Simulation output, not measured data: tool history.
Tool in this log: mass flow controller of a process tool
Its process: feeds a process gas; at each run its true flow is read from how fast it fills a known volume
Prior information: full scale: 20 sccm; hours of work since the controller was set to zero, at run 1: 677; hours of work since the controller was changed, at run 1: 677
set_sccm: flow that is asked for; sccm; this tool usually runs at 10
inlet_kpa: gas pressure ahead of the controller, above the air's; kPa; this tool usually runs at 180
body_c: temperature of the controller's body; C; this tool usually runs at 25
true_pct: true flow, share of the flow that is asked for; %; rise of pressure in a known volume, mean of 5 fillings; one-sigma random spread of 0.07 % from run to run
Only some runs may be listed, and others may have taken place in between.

run    hour  set_sccm  inlet_kpa  body_c  hours of work since the controller was set to zero  hours of work since the controller was changed  true_pct
  1       0        10        180      25                                                 677                                             677     99.05
  2    57.6        10        180      25                                                 701                                             701     98.93
  3   117.9        10        180      25                                                 726                                             726     98.91
  4   174.9         6        180      25                                                 750                                             750     98.59
  5   234.2         3        180      25                                                 774                                             774      98.1
  6     313        10        180      25                                                 807                                             807      98.7
  7   362.3        10        180      25                                                 828                                             828     98.79
  8   396.8        10        180      25                                                 842                                             842     98.62
  9   440.8        10        180      25                                                 860                                             860     98.63
 10   475.4        10        180      25                                                 875                                             875     98.59
 11     524        10        186      25                                                 895                                             895     98.61
 12     583        10        186      25                                                 920                                             920     98.39
 13   635.6        10        180      25                                                 942                                             942     98.33
 14   683.5        10        237      25                                                 962                                             962     98.55
 15   736.7         3        180      25                                                 984                                             984     97.79
 16   783.6         3        180      25                                                1004                                            1004     97.66
 17   861.6         3        180      25                                                1036                                            1036     97.57
 18   941.5         3        180      25                                                1069                                            1069      97.6
 19     984        12        180      25                                                1087                                            1087      98.3
 20  1046.2        12        180      25                                                1113                                            1113     98.15
 21  1088.1        12        180      25                                                1131                                            1131     98.24
 22  1122.6        10        180      25                                                1145                                            1145     98.05
 23  1160.4        10        180      25                                                1161                                            1161     97.89
 24  1200.6        10        180      25                                                1177                                            1177     97.82
 25  1239.3        10        180      25                                                1194                                            1194     97.83
 26    1299        10        180      28                                                1219                                            1219     97.66
 27  1346.3        10        180      28                                                1238                                            1238     97.65
 28  1418.3         3        231      28                                                1268                                            1268     96.93
 29  1488.3         3        231      28                                                1297                                            1297     97.03
 30  1563.4        17        180      32                                                1329                                            1329     97.86
 31  1596.8        17        180      32                                                1343                                            1343      97.5
 32  1629.7        10        221      25                                                1357                                            1357     97.69
     1641.1  -- gauge calibrated
 33  1682.7         5        149      29                                                1379                                            1379      98.3
 34  1716.9         5        254      29                                                1393                                            1393     98.39
 35    1774        11        174      36                                                1417                                            1417     98.34
 36  1808.5        11        174      36                                                1431                                            1431      98.3
 37  1860.5        10        237      21                                                1453                                            1453     99.33
 38  1912.5        10        237      21                                                1474                                            1474     99.16
 39  1975.8        12        227      21                                                1501                                            1501     99.33
 40  2040.5         6        141      40                                                1528                                            1528     97.18
 41    2104         2        193      36                                                1554                                            1554     97.22
 42  2139.1         2        206      36                                                1569                                            1569     97.31
 43  2182.3        15        206      29                                                1587                                            1587     98.84
 44  2229.3         2        218      25                                                1607                                            1607     97.86
 45  2289.1        11        193      35                                                1632                                            1632     97.91
 46  2350.9        11        193      35                                                1657                                            1657     97.78
 47  2400.5        11        193      35                                                1678                                            1678     97.78
 48  2466.8        11        193      35                                                1706                                            1706     97.76

Consider 4 possible next runs. They are alternatives, not a sequence: every one starts from the tool as it was left by run 48. What does each give?
  A  2527.5        13        242      22                                                1731                                            1731         ?
  B  2527.5         7        207      27                                                1731                                            1731         ?
  C  2527.5         5        216      24                                                1731                                            1731         ?
  D  2527.5        10        258      25                                                1731                                            1731         ?

run  true_pct
  A     98.75
  B     97.83
  C     97.92
  D     98.45
With the hidden condition removed and each run's random variation left untouched, the same runs would have given:
run  true_pct
  A      99.6
  B     98.68
  C     98.77
  D      99.3
